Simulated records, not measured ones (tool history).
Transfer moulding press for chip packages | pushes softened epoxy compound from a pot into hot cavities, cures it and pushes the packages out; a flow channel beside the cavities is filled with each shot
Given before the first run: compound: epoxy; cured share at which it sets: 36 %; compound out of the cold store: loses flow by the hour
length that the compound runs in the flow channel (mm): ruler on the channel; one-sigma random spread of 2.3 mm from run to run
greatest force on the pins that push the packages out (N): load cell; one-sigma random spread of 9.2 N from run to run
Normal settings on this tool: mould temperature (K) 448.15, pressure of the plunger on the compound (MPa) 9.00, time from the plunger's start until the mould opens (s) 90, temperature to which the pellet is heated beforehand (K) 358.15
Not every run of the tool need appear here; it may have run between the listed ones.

| run | hour | mould temperature (K) | pressure of the plunger on the compound (MPa) | time from the plunger's start until the mould opens (s) | temperature to which the pellet is heated beforehand (K) | incoming compound's hours out of the cold store | length that the compound runs in the flow channel (mm) | greatest force on the pins that push the packages out (N) |
|---|---|---|---|---|---|---|---|---|
| 1 | 0.0 | 448.15 | 9.00 | 90 | 358.15 | 18.6 | 511 | 424 |
| 2 | 35.8 | 448.15 | 9.00 | 90 | 358.15 | 34.7 | 479 | 721 |
| 3 | 70.0 | 448.15 | 9.00 | 90 | 352.15 | 32.6 | 476 | 603 |
| 4 | 105.8 | 448.15 | 9.00 | 90 | 352.15 | 33.4 | 474 | 806 |
| 5 | 142.5 | 448.15 | 9.00 | 90 | 352.15 | 26.1 | 486 | 745 |
| 6 | 172.9 | 448.15 | 10.50 | 90 | 352.15 | 39.4 | 527 | 400 |
| 7 | 189.8 | 448.15 | 10.50 | 90 | 352.15 | 28.7 | 546 | 619 |
| 8 | 222.8 | 448.15 | 10.50 | 90 | 352.15 | 41.1 | 518 | 808 |
| 9 | 251.1 | 448.15 | 10.50 | 90 | 352.15 | 21.8 | 552 | 660 |
| 10 | 281.0 | 448.15 | 8.38 | 90 | 352.15 | 21.5 | 491 | 809 |
| 11 | 314.2 | 448.15 | 7.36 | 82 | 350.15 | 21.6 | 457 | 864 |
| 12 | 341.3 | 454.15 | 9.00 | 90 | 363.15 | 29.0 | 483 | 631 |
| 13 | 361.5 | 446.15 | 8.33 | 96 | 354.15 | 19.4 | 486 | 604 |
| 14 | 403.1 | 448.15 | 9.00 | 122 | 352.15 | 15.4 | 507 | 292 |
| 15 | 431.1 | 448.15 | 9.00 | 122 | 352.15 | 8.7 | 516 | 495 |
| 16 | 464.8 | 448.15 | 10.00 | 83 | 358.15 | 43.4 | 486 | 561 |
| 17 | 486.6 | 448.15 | 10.00 | 83 | 358.15 | 8.5 | 543 | 869 |

Put back what was entered between runs (11 entries, withheld): which listed runs does each sit between, and how does the hidden state differ from the listed run before to the listed run after?
Between runs 2 and 3: cavities cleaned with cleaning compound and waxed (hour 56.7)
  true mould temperature over the reading, C: 0.2 -> 0.22; pressure that reaches the compound, % of what is set: 92.99 -> 91.92; grip of the stained cavities, % over clean ones': 85 -> 48.9
  difference, measured minus the result without the unlogged condition, length that the compound runs in the flow channel (mm): -18 -> -21; greatest force on the pins that push the packages out (N): +329 -> +190
Between runs 4 and 5: cavities cleaned with cleaning compound and waxed (hour 112.9)
  true mould temperature over the reading, C: 0.25 -> 0.27; pressure that reaches the compound, % of what is set: 90.7 -> 89.62; grip of the stained cavities, % over clean ones': 102 -> 79
  difference, measured minus the result without the unlogged condition, length that the compound runs in the flow channel (mm): -24 -> -28; greatest force on the pins that push the packages out (N): +400 -> +320
Between runs 5 and 6: plunger's sealing rings changed (hour 153.8); cavities cleaned with cleaning compound and waxed (hour 172.1)
  true mould temperature over the reading, C: 0.27 -> 0.29; pressure that reaches the compound, % of what is set: 89.62 -> 99.25; grip of the stained cavities, % over clean ones': 79 -> 3
  difference, measured minus the result without the unlogged condition, length that the compound runs in the flow channel (mm): -28 -> -3; greatest force on the pins that push the packages out (N): +320 -> +4
Between runs 8 and 9: cavities cleaned with cleaning compound and waxed (hour 228.0)
  true mould temperature over the reading, C: 0.32 -> 0.34; pressure that reaches the compound, % of what is set: 97.69 -> 96.76; grip of the stained cavities, % over clean ones': 102.7 -> 63.1
  difference, measured minus the result without the unlogged condition, length that the compound runs in the flow channel (mm): -7 -> -9; greatest force on the pins that push the packages out (N): +399 -> +245
Between runs 9 and 10: mould's thermocouples calibrated (hour 256.3)
  true mould temperature over the reading, C: 0.34 -> 0.45; pressure that reaches the compound, % of what is set: 96.76 -> 95.91; grip of the stained cavities, % over clean ones': 63.1 -> 100.7
  difference, measured minus the result without the unlogged condition, length that the compound runs in the flow channel (mm): -9 -> -11; greatest force on the pins that push the packages out (N): +245 -> +394
Between runs 10 and 11: cavities cleaned with cleaning compound and waxed (hour 287.5)
  true mould temperature over the reading, C: 0.45 -> 0.47; pressure that reaches the compound, % of what is set: 95.91 -> 94.9; grip of the stained cavities, % over clean ones': 100.7 -> 72
  difference, measured minus the result without the unlogged condition, length that the compound runs in the flow channel (mm): -11 -> -13; greatest force on the pins that push the packages out (N): +394 -> +342
Between runs 12 and 13: cavities cleaned with cleaning compound and waxed (hour 345.1)
  true mould temperature over the reading, C: 0.49 -> 0.5; pressure that reaches the compound, % of what is set: 94.01 -> 93.41; grip of the stained cavities, % over clean ones': 105 -> 49.8
  difference, measured minus the result without the unlogged condition, length that the compound runs in the flow channel (mm): -16 -> -18; greatest force on the pins that push the packages out (N): +317 -> +188
Between runs 13 and 14: mould's thermocouples calibrated, once more (hour 384.7); cavities cleaned with cleaning compound and waxed (hour 403.1)
  true mould temperature over the reading, C: 0.5 -> 0.07; pressure that reaches the compound, % of what is set: 93.41 -> 92.16; grip of the stained cavities, % over clean ones': 49.8 -> 0.7
  difference, measured minus the result without the unlogged condition, length that the compound runs in the flow channel (mm): -18 -> -21; greatest force on the pins that push the packages out (N): +188 -> +2
Between runs 15 and 16: cavities cleaned with cleaning compound and waxed (hour 460.3)
  true mould temperature over the reading, C: 0.09 -> 0.11; pressure that reaches the compound, % of what is set: 91.29 -> 90.3; grip of the stained cavities, % over clean ones': 73.9 -> 19
  difference, measured minus the result without the unlogged condition, length that the compound runs in the flow channel (mm): -24 -> -26; greatest force on the pins that push the packages out (N): +212 -> +86

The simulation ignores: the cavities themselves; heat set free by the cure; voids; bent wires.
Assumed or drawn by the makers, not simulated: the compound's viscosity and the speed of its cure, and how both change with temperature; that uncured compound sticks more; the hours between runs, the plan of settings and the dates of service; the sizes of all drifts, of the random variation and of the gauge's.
